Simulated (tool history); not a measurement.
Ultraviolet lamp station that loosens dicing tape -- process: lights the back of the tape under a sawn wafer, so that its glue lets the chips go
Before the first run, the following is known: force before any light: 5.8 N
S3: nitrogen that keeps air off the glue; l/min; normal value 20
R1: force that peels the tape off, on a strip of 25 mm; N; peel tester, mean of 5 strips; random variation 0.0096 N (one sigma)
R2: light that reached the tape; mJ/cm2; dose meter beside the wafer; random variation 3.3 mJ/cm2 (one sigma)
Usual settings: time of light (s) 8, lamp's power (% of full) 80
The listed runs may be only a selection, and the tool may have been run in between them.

Run 1, hour 0: usual settings. Result: R1 0.422 N, R2 512 mJ/cm2.
Run 2, hour 75: usual settings. Result: R1 0.472 N, R2 501 mJ/cm2.
Run 3, hour 127.4: usual settings but S3 29 l/min. Result: R1 0.398 N, R2 489 mJ/cm2.
Run 4, hour 182.9: usual settings but S3 29 l/min. Result: R1 0.403 N, R2 466 mJ/cm2.
Run 5, hour 238.8: usual settings but S3 8 l/min. Result: R1 0.94 N, R2 459 mJ/cm2.
Run 6, hour 304: usual settings. Result: R1 0.532 N, R2 443 mJ/cm2.
Run 7, hour 374.6: usual settings. Result: R1 0.61 N, R2 433 mJ/cm2.
Run 8, hour 416: usual settings. Result: R1 0.648 N, R2 426 mJ/cm2.
Run 9, hour 459.5: usual settings. Result: R1 0.643 N, R2 418 mJ/cm2.
Run 10, hour 493.6: usual settings. Result: R1 0.678 N, R2 410 mJ/cm2.
At hour 560.6: window cleaned of glue's vapour.
Run 11, hour 560.6: usual settings. Result: R1 0.513 N, R2 475 mJ/cm2.
Run 12, hour 620.4: usual settings but lamp's power (% of full) 85. Result: R1 0.486 N, R2 491 mJ/cm2.
Run 13, hour 692.9: usual settings but lamp's power (% of full) 85. Result: R1 0.507 N, R2 475 mJ/cm2.
Run 14, hour 728.1: usual settings but lamp's power (% of full) 85. Result: R1 0.524 N, R2 468 mJ/cm2.
Run 15, hour 785.6: usual settings but lamp's power (% of full) 85. Result: R1 0.538 N, R2 460 mJ/cm2.
Run 16, hour 847.7: usual settings but lamp's power (% of full) 85. Result: R1 0.592 N, R2 443 mJ/cm2.
Run 17, hour 900.8: usual settings. Result: R1 0.671 N, R2 409 mJ/cm2.
Run 18, hour 954: usual settings but S3 6 l/min. Result: R1 1.397 N, R2 399 mJ/cm2.
Run 19, hour 1009.2: usual settings but S3 6 l/min. Result: R1 1.488 N, R2 388 mJ/cm2.
Run 20, hour 1052.6: usual settings but lamp's power (% of full) 64, S3 6 l/min. Result: R1 1.989 N, R2 302 mJ/cm2.
Run 21, hour 1089.4: usual settings but lamp's power (% of full) 64, S3 6 l/min. Result: R1 1.959 N, R2 299 mJ/cm2.
At hour 1128.6: window cleaned of glue's vapour.
Run 22, hour 1139.9: usual settings but time of light (s) 11. Result: R1 0.32 N, R2 596 mJ/cm2.
Run 23, hour 1182.3: usual settings but time of light (s) 4. Result: R1 1.802 N, R2 211 mJ/cm2.
Run 24, hour 1239.5: usual settings but time of light (s) 10, lamp's power (% of full) 98, S3 21 l/min. Result: R1 0.269 N, R2 639 mJ/cm2.
Run 25, hour 1302.2: usual settings but time of light (s) 10, lamp's power (% of full) 98, S3 21 l/min. Result: R1 0.298 N, R2 618 mJ/cm2.
Run 26, hour 1336.8: usual settings but time of light (s) 14, lamp's power (% of full) 98, S3 19 l/min. Result: R1 0.183 N, R2 852 mJ/cm2.
Run 27, hour 1382.8: usual settings but time of light (s) 10, lamp's power (% of full) 94, S3 21 l/min. Result: R1 0.349 N, R2 570 mJ/cm2.
Run 28, hour 1416.1: usual settings but time of light (s) 10, lamp's power (% of full) 94, S3 21 l/min. Result: R1 0.357 N, R2 563 mJ/cm2.
Run 29, hour 1473.1: usual settings but time of light (s) 10, lamp's power (% of full) 84, S3 22 l/min. Result: R1 0.46 N, R2 486 mJ/cm2.
Run 30, hour 1533.1: usual settings but time of light (s) 7, lamp's power (% of full) 61, S3 21 l/min. Result: R1 1.527 N, R2 239 mJ/cm2.
Run 31, hour 1603.5: usual settings but S3 18 l/min. Result: R1 0.963 N, R2 350 mJ/cm2.
Run 32, hour 1660.5: usual settings but time of light (s) 12, lamp's power (% of full) 82, S3 38 l/min. Result: R1 0.291 N, R2 522 mJ/cm2.
At hour 1697.8: window cleaned of glue's vapour.
Run 33, hour 1724.9: usual settings but time of light (s) 12, lamp's power (% of full) 82, S3 38 l/min. Result: R1 0.222 N, R2 612 mJ/cm2.
Run 34, hour 1792.1: usual settings but time of light (s) 12, lamp's power (% of full) 82, S3 38 l/min. Result: R1 0.229 N, R2 590 mJ/cm2.
Run 35, hour 1838.9: usual settings but time of light (s) 12, lamp's power (% of full) 82, S3 38 l/min. Result: R1 0.252 N, R2 584 mJ/cm2.
Run 36, hour 1871.9: usual settings but time of light (s) 12, lamp's power (% of full) 82, S3 38 l/min. Result: R1 0.233 N, R2 569 mJ/cm2.
Run 37, hour 1932: usual settings but time of light (s) 13, lamp's power (% of full) 90, S3 22 l/min. Result: R1 0.245 N, R2 656 mJ/cm2.
Run 38, hour 1974.2: usual settings but time of light (s) 4, lamp's power (% of full) 82, S3 13 l/min. Result: R1 2.495 N, R2 181 mJ/cm2.
Run 39, hour 2032.2: usual settings but time of light (s) 4, lamp's power (% of full) 82, S3 13 l/min. Result: R1 2.531 N, R2 175 mJ/cm2.
Run 40, hour 2101.4: usual settings but lamp's power (% of full) 68. Result: R1 1.229 N, R2 284 mJ/cm2.
Run 41, hour 2173.3: usual settings but time of light (s) 13, lamp's power (% of full) 66, S3 33 l/min. Result: R1 0.483 N, R2 422 mJ/cm2.
Run 42, hour 2242.9: usual settings but time of light (s) 13, lamp's power (% of full) 73, S3 38 l/min. Result: R1 0.374 N, R2 455 mJ/cm2.
At hour 2264.3: window cleaned of glue's vapour.
At hour 2274.4: lamp changed.
Run 43, hour 2317.4: usual settings but time of light (s) 11, S3 6 l/min. Result: R1 0.543 N, R2 693 mJ/cm2.

Some steps in R1, run to run, broken into two amounts with sign: the step expected even without the hidden condition (settings, incoming material, random variation), and the rest, left for the hidden condition together with whatever gauge scatter is not in both the measured and the hidden-condition-free result:
Unlogged tool condition in this case: lamp's light, % of a new lamp's; light that the window lets through, % of a clean one's; drift of the gauge itself on peel_n, %; drift of the gauge itself on dose_mj_cm2, %.
Run 21 -> 22: time of light (s) 8 -> 11, lamp's power (% of full) 64 -> 80, S3 6 -> 20, window cleaned of glue's vapour. R1 -1.639 N: hidden state -0.581, all else -1.058.
Run 23 -> 24: time of light (s) 4 -> 10, lamp's power (% of full) 80 -> 98, S3 20 -> 21. R1 -1.533 N: hidden state -0.336, all else -1.197.
Run 29 -> 30: time of light (s) 10 -> 7, lamp's power (% of full) 84 -> 61, S3 22 -> 21. R1 +1.067 N: hidden state +0.443, all else +0.624.
Run 37 -> 38: time of light (s) 13 -> 4, lamp's power (% of full) 90 -> 82, S3 22 -> 13. R1 +2.25 N: hidden state +0.758, all else +1.492.
